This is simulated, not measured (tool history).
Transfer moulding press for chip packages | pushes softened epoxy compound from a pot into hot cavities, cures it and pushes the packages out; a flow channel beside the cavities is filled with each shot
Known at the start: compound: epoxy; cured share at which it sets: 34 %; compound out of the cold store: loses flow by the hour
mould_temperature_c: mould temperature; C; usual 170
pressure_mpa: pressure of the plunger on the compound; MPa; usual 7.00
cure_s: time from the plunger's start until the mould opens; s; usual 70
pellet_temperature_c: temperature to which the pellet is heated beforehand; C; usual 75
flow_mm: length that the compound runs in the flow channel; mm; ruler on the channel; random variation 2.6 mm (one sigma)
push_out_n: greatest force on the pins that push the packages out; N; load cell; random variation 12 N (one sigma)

| run | hour | mould_temperature_c | pressure_mpa | cure_s | pellet_temperature_c | incoming compound's hours out of the cold store | flow_mm | push_out_n |
|---|---|---|---|---|---|---|---|---|
| 1 | 0.0 | 170 | 7.00 | 70 | 75 | 37.7 | 742 | 635 |
| 2 | 11.9 | 170 | 7.00 | 70 | 75 | 10.5 | 856 | 900 |
| 3 | 23.2 | 170 | 7.00 | 70 | 75 | 34.6 | 746 | 938 |
|  | 29.7 | cavities cleaned with cleaning compound and waxed |
| 4 | 36.3 | 170 | 7.00 | 70 | 66 | 10.1 | 856 | 773 |
| 5 | 44.0 | 170 | 7.00 | 70 | 66 | 18.2 | 816 | 846 |
| 6 | 61.7 | 170 | 7.00 | 70 | 66 | 31.2 | 757 | 911 |
|  | 64.9 | cavities cleaned with cleaning compound and waxed |
| 7 | 78.6 | 170 | 6.99 | 70 | 75 | 24.6 | 776 | 799 |
| 8 | 96.8 | 170 | 7.00 | 70 | 75 | 22.7 | 786 | 970 |
|  | 100.7 | cavities cleaned with cleaning compound and waxed |
|  | 113.7 | plunger's sealing rings changed |
| 9 | 113.7 | 170 | 7.00 | 70 | 75 | 12.4 | 870 | 801 |
| 10 | 132.3 | 170 | 7.00 | 88 | 75 | 31.6 | 778 | 704 |
|  | 138.3 | cavities cleaned with cleaning compound and waxed |
| 11 | 144.4 | 170 | 7.00 | 59 | 75 | 46.5 | 715 | 877 |
| 12 | 156.5 | 170 | 7.65 | 70 | 75 | 20.0 | 861 | 876 |
| 13 | 169.2 | 170 | 6.25 | 70 | 75 | 42.8 | 683 | 874 |
|  | 173.6 | cavities cleaned with cleaning compound and waxed |
| 14 | 186.7 | 170 | 7.00 | 70 | 75 | 45.9 | 713 | 737 |
| 15 | 195.8 | 174 | 7.96 | 67 | 76 | 33.9 | 798 | 735 |
| 16 | 205.1 | 174 | 7.96 | 67 | 76 | 29.0 | 819 | 837 |
|  | 209.1 | cavities cleaned with cleaning compound and waxed |
| 17 | 215.7 | 163 | 5.57 | 67 | 76 | 31.9 | 691 | 1134 |
| 18 | 226.5 | 171 | 7.00 | 60 | 73 | 37.2 | 737 | 1025 |
|  | 244.9 | cavities cleaned with cleaning compound and waxed |
| 19 | 245.8 | 170 | 7.00 | 82 | 76 | 23.4 | 798 | 468 |
| 20 | 262.2 | 170 | 5.52 | 82 | 67 | 23.5 | 700 | 654 |
| 21 | 270.4 | 163 | 5.52 | 82 | 74 | 14.7 | 752 | 1100 |
|  | 280.3 | cavities cleaned with cleaning compound and waxed |
| 22 | 280.3 | 176 | 5.43 | 106 | 76 | 15.9 | 711 | 396 |
| 23 | 293.0 | 174 | 7.00 | 99 | 75 | 46.2 | 684 | 567 |
| 24 | 308.8 | 170 | 7.00 | 70 | 71 | 16.2 | 816 | 967 |
|  | 315.8 | cavities cleaned with cleaning compound and waxed |
| 25 | 321.1 | 163 | 7.00 | 55 | 73 | 19.2 | 814 | 1789 |
|  | 329.8 | plunger's sealing rings changed |
| 26 | 342.1 | 164 | 5.47 | 70 | 75 | 42.4 | 660 | 1214 |
|  | 354.0 | cavities cleaned with cleaning compound and waxed |
| 27 | 362.2 | 168 | 6.60 | 70 | 79 | 24.1 | 792 | 834 |

Measured less the same run without the tool's hidden state. The same run-to-run variation is in both; the gauge's scatter may not be:
The hidden state here: true mould temperature over the reading, C; pressure that reaches the compound, % of what is set; grip of the stained cavities, % over clean ones'; drift of the gauge itself on flow_mm, %; drift of the gauge itself on push_out_n, %.
| run | flow_mm | push_out_n |
|---|---|---|
| 1 | -15 | +142 |
| 2 | -20 | +326 |
| 3 | -19 | +389 |
| 4 | -24 | +187 |
| 5 | -24 | +287 |
| 6 | -26 | +390 |
| 7 | -30 | +259 |
| 8 | -33 | +413 |
| 9 | +0 | +229 |
| 10 | -3 | +287 |
| 11 | -5 | +197 |
| 12 | -8 | +323 |
| 13 | -9 | +374 |
| 14 | -11 | +234 |
| 15 | -15 | +287 |
| 16 | -16 | +357 |
| 17 | -15 | +260 |
| 18 | -18 | +373 |
| 19 | -23 | +28 |
| 20 | -22 | +230 |
| 21 | -25 | +458 |
| 22 | -25 | +5 |
| 23 | -27 | +169 |
| 24 | -35 | +416 |
| 25 | -36 | +367 |
| 26 | -2 | +502 |
| 27 | -5 | +226 |

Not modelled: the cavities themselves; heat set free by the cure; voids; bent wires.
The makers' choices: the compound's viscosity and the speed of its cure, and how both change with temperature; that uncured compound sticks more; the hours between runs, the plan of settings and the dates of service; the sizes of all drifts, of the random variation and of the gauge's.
